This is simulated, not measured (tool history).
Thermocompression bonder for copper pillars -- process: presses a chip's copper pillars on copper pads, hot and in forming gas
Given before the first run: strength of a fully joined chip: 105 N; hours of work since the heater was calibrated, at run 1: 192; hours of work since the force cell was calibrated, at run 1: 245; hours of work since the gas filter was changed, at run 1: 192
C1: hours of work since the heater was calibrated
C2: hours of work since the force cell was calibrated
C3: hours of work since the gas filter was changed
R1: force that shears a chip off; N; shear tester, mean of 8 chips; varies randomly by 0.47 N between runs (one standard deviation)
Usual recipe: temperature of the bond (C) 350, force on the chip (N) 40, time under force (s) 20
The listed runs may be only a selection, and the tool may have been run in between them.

{"run": 1, "day": 0.0, "temperature of the bond (C)": 350, "force on the chip (N)": 40, "time under force (s)": 20, "C1": 192, "C2": 245, "C3": 192, "R1": 63.0}
{"run": 2, "day": 0.496, "temperature of the bond (C)": 350, "force on the chip (N)": 40, "time under force (s)": 20, "C1": 198, "C2": 251, "C3": 198, "R1": 62.8}
{"run": 3, "day": 0.938, "temperature of the bond (C)": 350, "force on the chip (N)": 40, "time under force (s)": 20, "C1": 204, "C2": 257, "C3": 204, "R1": 62.2}
{"run": 4, "day": 1.233, "temperature of the bond (C)": 350, "force on the chip (N)": 35, "time under force (s)": 20, "C1": 209, "C2": 262, "C3": 209, "R1": 57.9}
{"run": 5, "day": 1.754, "temperature of the bond (C)": 350, "force on the chip (N)": 35, "time under force (s)": 40, "C1": 216, "C2": 269, "C3": 216, "R1": 69.7}
{"run": 6, "day": 2.038, "temperature of the bond (C)": 350, "force on the chip (N)": 35, "time under force (s)": 40, "C1": 220, "C2": 273, "C3": 220, "R1": 70.4}
{"run": 7, "day": 2.354, "temperature of the bond (C)": 350, "force on the chip (N)": 35, "time under force (s)": 40, "C1": 224, "C2": 277, "C3": 224, "R1": 70.0}
{"run": 8, "day": 2.712, "temperature of the bond (C)": 350, "force on the chip (N)": 35, "time under force (s)": 40, "C1": 229, "C2": 282, "C3": 229, "R1": 70.3}
{"run": 9, "day": 3.2, "temperature of the bond (C)": 333, "force on the chip (N)": 35, "time under force (s)": 40, "C1": 236, "C2": 289, "C3": 236, "R1": 64.2}
{"run": 10, "day": 3.512, "temperature of the bond (C)": 333, "force on the chip (N)": 33, "time under force (s)": 40, "C1": 240, "C2": 293, "C3": 240, "R1": 61.2}
{"run": 11, "day": 3.804, "temperature of the bond (C)": 347, "force on the chip (N)": 33, "time under force (s)": 40, "C1": 244, "C2": 297, "C3": 244, "R1": 66.4}
{"run": 12, "day": 4.312, "temperature of the bond (C)": 350, "force on the chip (N)": 46, "time under force (s)": 20, "C1": 251, "C2": 304, "C3": 251, "R1": 69.0}
{"run": 13, "day": 4.567, "temperature of the bond (C)": 350, "force on the chip (N)": 46, "time under force (s)": 20, "C1": 255, "C2": 308, "C3": 255, "R1": 69.1}
{"run": 14, "day": 5.012, "temperature of the bond (C)": 364, "force on the chip (N)": 40, "time under force (s)": 20, "C1": 261, "C2": 314, "C3": 261, "R1": 67.3}
{"run": 15, "day": 5.462, "temperature of the bond (C)": 364, "force on the chip (N)": 40, "time under force (s)": 20, "C1": 267, "C2": 320, "C3": 267, "R1": 68.2}
{"run": 16, "day": 5.829, "temperature of the bond (C)": 331, "force on the chip (N)": 40, "time under force (s)": 20, "C1": 272, "C2": 325, "C3": 272, "R1": 56.1}
{"run": 17, "day": 6.375, "temperature of the bond (C)": 350, "force on the chip (N)": 40, "time under force (s)": 20, "C1": 280, "C2": 333, "C3": 280, "R1": 62.6}
{"run": 18, "day": 6.758, "temperature of the bond (C)": 350, "force on the chip (N)": 40, "time under force (s)": 20, "C1": 285, "C2": 338, "C3": 285, "R1": 63.2}
{"run": 19, "day": 7.242, "temperature of the bond (C)": 350, "force on the chip (N)": 40, "time under force (s)": 20, "C1": 292, "C2": 345, "C3": 292, "R1": 63.0}
{"run": 20, "day": 7.629, "temperature of the bond (C)": 350, "force on the chip (N)": 42, "time under force (s)": 20, "C1": 297, "C2": 350, "C3": 297, "R1": 65.9}
{"run": 21, "day": 7.867, "temperature of the bond (C)": 350, "force on the chip (N)": 40, "time under force (s)": 50, "C1": 300, "C2": 353, "C3": 300, "R1": 79.2}
{"run": 22, "day": 8.254, "temperature of the bond (C)": 352, "force on the chip (N)": 52, "time under force (s)": 20, "C1": 306, "C2": 359, "C3": 306, "R1": 74.9}
{"day": 8.388, "done": "forming gas filter changed"}
{"run": 23, "day": 8.692, "temperature of the bond (C)": 376, "force on the chip (N)": 53, "time under force (s)": 24, "C1": 312, "C2": 365, "C3": 4, "R1": 89.3}
{"run": 24, "day": 9.004, "temperature of the bond (C)": 338, "force on the chip (N)": 35, "time under force (s)": 10, "C1": 316, "C2": 369, "C3": 9, "R1": 42.9}
{"run": 25, "day": 9.317, "temperature of the bond (C)": 350, "force on the chip (N)": 32, "time under force (s)": 22, "C1": 320, "C2": 373, "C3": 13, "R1": 56.8}
{"run": 26, "day": 9.633, "temperature of the bond (C)": 350, "force on the chip (N)": 52, "time under force (s)": 45, "C1": 325, "C2": 378, "C3": 17, "R1": 90.6}
{"run": 27, "day": 10.092, "temperature of the bond (C)": 376, "force on the chip (N)": 41, "time under force (s)": 56, "C1": 331, "C2": 384, "C3": 24, "R1": 92.8}
{"run": 28, "day": 10.454, "temperature of the bond (C)": 376, "force on the chip (N)": 41, "time under force (s)": 56, "C1": 336, "C2": 389, "C3": 29, "R1": 92.0}
{"run": 29, "day": 10.917, "temperature of the bond (C)": 377, "force on the chip (N)": 40, "time under force (s)": 20, "C1": 342, "C2": 395, "C3": 35, "R1": 74.8}
{"run": 30, "day": 11.3, "temperature of the bond (C)": 333, "force on the chip (N)": 31, "time under force (s)": 20, "C1": 348, "C2": 401, "C3": 40, "R1": 48.6}
{"run": 31, "day": 11.779, "temperature of the bond (C)": 379, "force on the chip (N)": 27, "time under force (s)": 12, "C1": 354, "C2": 407, "C3": 47, "R1": 48.6}
{"run": 32, "day": 12.183, "temperature of the bond (C)": 350, "force on the chip (N)": 40, "time under force (s)": 19, "C1": 360, "C2": 413, "C3": 53, "R1": 65.1}
{"run": 33, "day": 12.654, "temperature of the bond (C)": 321, "force on the chip (N)": 43, "time under force (s)": 11, "C1": 366, "C2": 419, "C3": 59, "R1": 46.5}
{"run": 34, "day": 13.162, "temperature of the bond (C)": 353, "force on the chip (N)": 44, "time under force (s)": 20, "C1": 373, "C2": 426, "C3": 66, "R1": 71.1}
{"run": 35, "day": 13.642, "temperature of the bond (C)": 369, "force on the chip (N)": 33, "time under force (s)": 20, "C1": 380, "C2": 433, "C3": 73, "R1": 64.5}
{"run": 36, "day": 14.138, "temperature of the bond (C)": 376, "force on the chip (N)": 56, "time under force (s)": 28, "C1": 387, "C2": 440, "C3": 80, "R1": 92.3}
{"run": 37, "day": 14.671, "temperature of the bond (C)": 350, "force on the chip (N)": 40, "time under force (s)": 34, "C1": 394, "C2": 447, "C3": 87, "R1": 76.2}
{"run": 38, "day": 14.962, "temperature of the bond (C)": 341, "force on the chip (N)": 30, "time under force (s)": 34, "C1": 398, "C2": 451, "C3": 91, "R1": 59.0}
{"run": 39, "day": 15.496, "temperature of the bond (C)": 370, "force on the chip (N)": 30, "time under force (s)": 10, "C1": 406, "C2": 459, "C3": 98, "R1": 46.9}
{"run": 40, "day": 15.804, "temperature of the bond (C)": 350, "force on the chip (N)": 40, "time under force (s)": 56, "C1": 410, "C2": 463, "C3": 103, "R1": 83.4}

Describe how what the log doesn't record of the tool's condition differs between the last listed run preceding each entry between runs and the first listed run following it.
After run 22, before run 23: forming gas filter changed (day 8.388)
  true temperature of the bond over the reading, C: 2 -> 2.1; oxide that the forming gas leaves, % of the face: 4.8 -> 0.67
  measured result minus the result with no hidden state, R1: -1.9 -> +1.1 N
